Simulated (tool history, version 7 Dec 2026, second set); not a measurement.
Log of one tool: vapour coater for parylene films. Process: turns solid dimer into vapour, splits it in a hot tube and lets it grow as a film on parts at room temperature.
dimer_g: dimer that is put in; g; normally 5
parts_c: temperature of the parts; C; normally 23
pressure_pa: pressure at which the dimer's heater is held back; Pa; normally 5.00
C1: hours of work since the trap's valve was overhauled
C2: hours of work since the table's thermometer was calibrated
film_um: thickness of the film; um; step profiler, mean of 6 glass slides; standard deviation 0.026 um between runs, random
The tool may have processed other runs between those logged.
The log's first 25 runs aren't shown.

{"run": 26, "day": 24.362, "dimer_g": 8, "parts_c": 19, "pressure_pa": 6.44, "C1": 77, "C2": 720, "film_um": 3.86}
{"run": 27, "day": 25.438, "dimer_g": 8, "parts_c": 25, "pressure_pa": 5.27, "C1": 97, "C2": 739, "film_um": 3.19}
{"run": 28, "day": 26.104, "dimer_g": 6, "parts_c": 25, "pressure_pa": 2.84, "C1": 109, "C2": 752, "film_um": 2.57}
{"run": 29, "day": 27.167, "dimer_g": 5, "parts_c": 23, "pressure_pa": 5.74, "C1": 128, "C2": 771, "film_um": 2.09}
{"run": 30, "day": 27.762, "dimer_g": 5, "parts_c": 23, "pressure_pa": 5.74, "C1": 139, "C2": 782, "film_um": 2.15}
{"run": 31, "day": 28.704, "dimer_g": 5, "parts_c": 23, "pressure_pa": 5.74, "C1": 156, "C2": 799, "film_um": 2.11}
{"run": 32, "day": 29.438, "dimer_g": 8, "parts_c": 16, "pressure_pa": 4.73, "C1": 169, "C2": 812, "film_um": 4.45}
{"run": 33, "day": 30.483, "dimer_g": 3, "parts_c": 27, "pressure_pa": 5.0, "C1": 188, "C2": 831, "film_um": 1.12}

Here are 5 independent what-if runs from the current tool condition. What would each one return?
{"run": "A", "day": 31.667, "dimer_g": 3, "parts_c": 21, "pressure_pa": 3.21, "C1": 210, "C2": 853, "film_um": "?"}
{"run": "B", "day": 31.667, "dimer_g": 2, "parts_c": 23, "pressure_pa": 3.11, "C1": 210, "C2": 853, "film_um": "?"}
{"run": "C", "day": 31.667, "dimer_g": 4, "parts_c": 23, "pressure_pa": 5.0, "C1": 210, "C2": 853, "film_um": "?"}
{"run": "D", "day": 31.667, "dimer_g": 3, "parts_c": 27, "pressure_pa": 4.61, "C1": 210, "C2": 853, "film_um": "?"}
{"run": "E", "day": 31.667, "dimer_g": 5, "parts_c": 23, "pressure_pa": 2.11, "C1": 210, "C2": 853, "film_um": "?"}

run=A film_um=1.43
run=B film_um=0.91
run=C film_um=1.68
run=D film_um=1.09
run=E film_um=2.43
Without the tool's hidden state the same runs would have given:
run=A film_um=1.44
run=B film_um=0.92
run=C film_um=1.69
run=D film_um=1.10
run=E film_um=2.45

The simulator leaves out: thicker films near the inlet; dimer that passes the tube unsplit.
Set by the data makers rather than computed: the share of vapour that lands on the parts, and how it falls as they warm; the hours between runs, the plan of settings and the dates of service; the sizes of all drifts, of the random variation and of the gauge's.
